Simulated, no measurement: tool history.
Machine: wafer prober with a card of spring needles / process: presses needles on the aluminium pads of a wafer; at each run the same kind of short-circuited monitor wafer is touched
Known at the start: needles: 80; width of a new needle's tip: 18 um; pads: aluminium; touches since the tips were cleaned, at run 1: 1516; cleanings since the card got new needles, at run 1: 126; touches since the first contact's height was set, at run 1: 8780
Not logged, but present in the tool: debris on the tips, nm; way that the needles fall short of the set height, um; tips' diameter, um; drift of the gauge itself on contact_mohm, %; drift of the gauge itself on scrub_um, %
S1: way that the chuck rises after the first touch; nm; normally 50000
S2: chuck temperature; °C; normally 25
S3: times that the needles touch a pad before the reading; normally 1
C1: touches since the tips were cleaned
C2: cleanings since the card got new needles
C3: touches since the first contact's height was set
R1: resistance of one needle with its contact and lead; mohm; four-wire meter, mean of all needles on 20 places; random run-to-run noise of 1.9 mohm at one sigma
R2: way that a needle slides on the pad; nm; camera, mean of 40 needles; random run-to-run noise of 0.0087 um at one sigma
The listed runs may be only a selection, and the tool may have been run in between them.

run     day     S1   S2  S3    C1   C2     C3   R1     R2
  1       0  50000   25   1  1516  126   8780  343   9032
      0.662  -- tips cleaned on abrasive film
      1.758  -- tips cleaned on abrasive film
  2     2.5  50000   25   1  3177  128  19462  448   9020
      2.746  -- tips cleaned on abrasive film
      3.875  -- tips cleaned on abrasive film
      5.033  -- tips cleaned on abrasive film
      6.175  -- tips cleaned on abrasive film
  3   6.371  50000   25   1   840  132  35977  299   8979
      7.292  -- tips cleaned on abrasive film
      8.388  -- tips cleaned on abrasive film
  4   8.692  50000   25   1  1304  134  45877  341   8949
      9.558  -- tips cleaned on abrasive film
     10.758  -- tips cleaned on abrasive film
     11.967  -- tips cleaned on abrasive film
  5  12.238  50000   25   1  1169  137  61021  330   8935
     12.942  -- tips cleaned on abrasive film
     14.154  -- tips cleaned on abrasive film
     15.312  -- tips cleaned on abrasive film
  6  15.738  50000   25   1  1834  140  75964  387   8900
     16.471  -- tips cleaned on abrasive film
     17.467  -- tips cleaned on abrasive film
  7  17.467  50000   25   1     0  142  83337  237   8874
     18.662  -- tips cleaned on abrasive film
     19.821  -- tips cleaned on abrasive film
     19.833  -- height of the first contact set anew
     20.867  -- tips cleaned on abrasive film
  8  20.867  50000   25   1     0  145   4407  225   9042
     22.012  -- tips cleaned on abrasive film
     22.983  -- tips cleaned on abrasive film
  9  23.017  50000   25   1   134  147  13592  259   9002
     23.971  -- tips cleaned on abrasive film
     24.942  -- tips cleaned on abrasive film
 10  25.021  50000   25   1   339  149  22151  259   8980
     25.988  -- tips cleaned on abrasive film
     27.204  -- tips cleaned on abrasive film
 11  27.721  50000   25   1  2212  151  33670  387   8965
     28.208  -- tips cleaned on abrasive film
     29.179  -- tips cleaned on abrasive film
     30.371  -- tips cleaned on abrasive film
 12  31.267  50000   25   1  3840  154  48810  466   8961
     31.512  -- tips cleaned on abrasive film
     32.662  -- tips cleaned on abrasive film
 13  33.579  50000   25   1  3911  156  58680  489   8920
     33.825  -- tips cleaned on abrasive film
     34.958  -- tips cleaned on abrasive film
     36.142  -- tips cleaned on abrasive film
 14  36.454  50000   25   2  1332  159  70947  291   8901
     37.183  -- tips cleaned on abrasive film
     38.325  -- tips cleaned on abrasive film
     39.475  -- tips cleaned on abrasive film
 15  40.412  69000   25   1  4015  162  87851  361  12333
     40.658  -- tips cleaned on abrasive film
     41.629  -- tips cleaned on abrasive film
     41.642  -- height of the first contact set anew
     42.617  -- tips cleaned on abrasive film
     43.592  -- tips cleaned on abrasive film
 16  44.088  69000   25   1  2131  166  10442  296  12449
     44.575  -- tips cleaned on abrasive film
     45.546  -- tips cleaned on abrasive film
     46.671  -- tips cleaned on abrasive film
 17  46.762  65000   55   2   407  169  21857  235  11723
     47.692  -- tips cleaned on abrasive film
     48.871  -- tips cleaned on abrasive film
     49.842  -- tips cleaned on abrasive film
 18  50.429  65000   55   2  2517  172  37511  287  11685
     50.904  -- tips cleaned on abrasive film
      51.95  -- tips cleaned on abrasive film
     53.096  -- tips cleaned on abrasive film
 19  53.912  50000   99   2  3502  175  52382  371   8956
     54.088  -- tips cleaned on abrasive film
     55.171  -- tips cleaned on abrasive film
     56.142  -- tips cleaned on abrasive film
     57.117  -- tips cleaned on abrasive film
 20  58.017  49000   25   2  3863  179  69893  376   8722
      58.25  -- tips cleaned on abrasive film
     59.392  -- tips cleaned on abrasive film
 21  59.792  30000  113   2  1704  181  77453  496   5291
     60.471  -- tips cleaned on abrasive film
     61.638  -- tips cleaned on abrasive film
 22  61.821  50000   65   1   779  183  86117  327   8887
     62.721  -- tips cleaned on abrasive film
     63.425  -- height of the first contact set anew
     63.854  -- tips cleaned on abrasive film
         65  -- tips cleaned on abrasive film
 23  65.362  50000   25   1  1554  186   8256  372   9017
     66.067  -- tips cleaned on abrasive film
     67.075  -- tips cleaned on abrasive film
 24  67.246  50000   25   3   725  188  16292  251   9028
     68.158  -- tips cleaned on abrasive film
      69.35  -- tips cleaned on abrasive film
     70.438  -- tips cleaned on abrasive film
 25  70.525  69000   49   1   376  191  30287  241  12431
     71.496  -- tips cleaned on abrasive film
     72.471  -- tips cleaned on abrasive film
 26  72.867  41000   25   1  1701  193  40291  462   7357
     73.596  -- tips cleaned on abrasive film
     74.762  -- tips cleaned on abrasive film
 27   75.25  41000   89   1  2082  195  50454  481   7353
       75.9  -- tips cleaned on abrasive film
     77.054  -- tips cleaned on abrasive film
     78.212  -- tips cleaned on abrasive film
 28  78.504  41000   89   1  1252  198  64358  432   7296

Some steps in R1 between neighbouring runs. How much of each would the tool show without its hidden state too (settings, what came in, random variation), and how much is left for the hidden state, with any gauge scatter that isn't in both results?
Run 13 -> 14: S3 1 -> 2, tips cleaned on abrasive film, tips cleaned on abrasive film, tips cleaned on abrasive film. R1 -198 mohm: hidden state -200, all else +2.
Run 25 -> 26: S1 69000 -> 41000, S2 49 -> 25, tips cleaned on abrasive film, tips cleaned on abrasive film. R1 +221 mohm: hidden state +208, all else +13.
